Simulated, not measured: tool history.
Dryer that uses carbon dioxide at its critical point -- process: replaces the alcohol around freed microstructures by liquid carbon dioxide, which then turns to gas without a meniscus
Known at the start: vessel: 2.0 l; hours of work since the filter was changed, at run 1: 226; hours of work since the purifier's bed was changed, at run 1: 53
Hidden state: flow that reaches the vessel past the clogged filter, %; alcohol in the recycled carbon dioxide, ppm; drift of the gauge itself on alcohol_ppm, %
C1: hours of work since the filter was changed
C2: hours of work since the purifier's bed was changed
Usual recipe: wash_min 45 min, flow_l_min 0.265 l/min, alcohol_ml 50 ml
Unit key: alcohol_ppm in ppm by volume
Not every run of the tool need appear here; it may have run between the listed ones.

{"run": 1, "day": 0.0, "wash_min": 45, "flow_l_min": 0.265, "alcohol_ml": 50, "C1": 226, "C2": 53, "alcohol_ppm": 139}
{"run": 2, "day": 0.192, "wash_min": 45, "flow_l_min": 0.265, "alcohol_ml": 50, "C1": 228, "C2": 55, "alcohol_ppm": 140}
{"run": 3, "day": 0.396, "wash_min": 45, "flow_l_min": 0.265, "alcohol_ml": 50, "C1": 230, "C2": 57, "alcohol_ppm": 133}
{"run": 4, "day": 0.733, "wash_min": 45, "flow_l_min": 0.186, "alcohol_ml": 50, "C1": 234, "C2": 61, "alcohol_ppm": 612}
{"run": 5, "day": 1.054, "wash_min": 45, "flow_l_min": 0.265, "alcohol_ml": 50, "C1": 237, "C2": 65, "alcohol_ppm": 139}
{"run": 6, "day": 1.458, "wash_min": 45, "flow_l_min": 0.171, "alcohol_ml": 50, "C1": 242, "C2": 69, "alcohol_ppm": 837}
{"run": 7, "day": 1.683, "wash_min": 45, "flow_l_min": 0.171, "alcohol_ml": 50, "C1": 244, "C2": 71, "alcohol_ppm": 821}
{"run": 8, "day": 2.125, "wash_min": 45, "flow_l_min": 0.262, "alcohol_ml": 57, "C1": 249, "C2": 76, "alcohol_ppm": 185}
{"run": 9, "day": 2.308, "wash_min": 44, "flow_l_min": 0.265, "alcohol_ml": 98, "C1": 251, "C2": 78, "alcohol_ppm": 288}
{"run": 10, "day": 2.571, "wash_min": 34, "flow_l_min": 0.263, "alcohol_ml": 70, "C1": 253, "C2": 81, "alcohol_ppm": 661}
{"run": 11, "day": 2.946, "wash_min": 50, "flow_l_min": 0.244, "alcohol_ml": 24, "C1": 258, "C2": 85, "alcohol_ppm": 78}
{"run": 12, "day": 3.388, "wash_min": 50, "flow_l_min": 0.244, "alcohol_ml": 24, "C1": 262, "C2": 90, "alcohol_ppm": 85}
{"run": 13, "day": 3.654, "wash_min": 48, "flow_l_min": 0.437, "alcohol_ml": 73, "C1": 265, "C2": 93, "alcohol_ppm": 38}

Consider 5 possible next runs. They are alternatives, not a sequence: every one starts from the tool as it was left by run 13. What does each give?
{"run": "A", "day": 4.029, "wash_min": 48, "flow_l_min": 0.437, "alcohol_ml": 56, "C1": 269, "C2": 97, "alcohol_ppm": "?"}
{"run": "B", "day": 4.029, "wash_min": 45, "flow_l_min": 0.426, "alcohol_ml": 62, "C1": 269, "C2": 97, "alcohol_ppm": "?"}
{"run": "C", "day": 4.029, "wash_min": 35, "flow_l_min": 0.19, "alcohol_ml": 71, "C1": 269, "C2": 97, "alcohol_ppm": "?"}
{"run": "D", "day": 4.029, "wash_min": 40, "flow_l_min": 0.239, "alcohol_ml": 69, "C1": 269, "C2": 97, "alcohol_ppm": "?"}
{"run": "E", "day": 4.029, "wash_min": 28, "flow_l_min": 0.265, "alcohol_ml": 50, "C1": 269, "C2": 97, "alcohol_ppm": "?"}

run=A alcohol_ppm=27
run=B alcohol_ppm=43
run=C alcohol_ppm=1886
run=D alcohol_ppm=522
run=E alcohol_ppm=977
With the hidden condition removed and each run's random variation left untouched, the same runs would have given:
run=A alcohol_ppm=0
run=B alcohol_ppm=12
run=C alcohol_ppm=1527
run=D alcohol_ppm=375
run=E alcohol_ppm=763

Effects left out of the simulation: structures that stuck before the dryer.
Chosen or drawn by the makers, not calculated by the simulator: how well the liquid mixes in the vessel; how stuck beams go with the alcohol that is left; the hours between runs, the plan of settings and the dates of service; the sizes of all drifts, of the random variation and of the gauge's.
